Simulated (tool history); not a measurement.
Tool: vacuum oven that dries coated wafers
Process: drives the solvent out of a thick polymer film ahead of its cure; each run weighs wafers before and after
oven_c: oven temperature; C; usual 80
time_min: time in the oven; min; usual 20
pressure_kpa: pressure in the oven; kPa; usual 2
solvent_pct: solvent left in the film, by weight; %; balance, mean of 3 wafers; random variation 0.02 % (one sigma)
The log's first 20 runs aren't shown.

run	hour	oven_c	time_min	pressure_kpa	hours of work since the thermocouples were calibrated	hours of work since the vacuum gauge was cleaned of residue	solvent_pct
21	690.3	70	19	3.07	271	147	4.91
22	736.7	72	20	2	301	177	3.27
23	783.3	72	15	3.05	332	207	5.35
24	810.4	80	18	2	349	225	2.08
25	854.2	80	27	4.53	377	253	2.93
26	899.2	75	10	2	407	282	6.04
27	924.8	69	20	1.22	423	299	3.53
28	970.6	69	20	1.22	453	328	3.51
29	1013.6	94	22	2	481	356	0.73
30	1057	94	22	2	509	384	0.76
31	1086.9	95	10	1.34	528	404	1.26
32	1112	95	10	1.34	544	420	1.23
33	1155.3	82	10	1.34	572	448	3.67
34	1188.7	82	10	1.34	594	470	3.76
35	1229.8	82	10	1.34	621	496	3.72

Forecast each of these 3 alternatives for the next run:
A	1271.2	80	14	2.25	647	523	?
B	1271.2	77	13	3.19	647	523	?
C	1271.2	69	12	5.13	647	523	?

run	solvent_pct
A	3.15
B	4.84
C	9.39
Without the tool's hidden state the same runs would have given:
run	solvent_pct
A	2.96
B	4.6
C	9.06

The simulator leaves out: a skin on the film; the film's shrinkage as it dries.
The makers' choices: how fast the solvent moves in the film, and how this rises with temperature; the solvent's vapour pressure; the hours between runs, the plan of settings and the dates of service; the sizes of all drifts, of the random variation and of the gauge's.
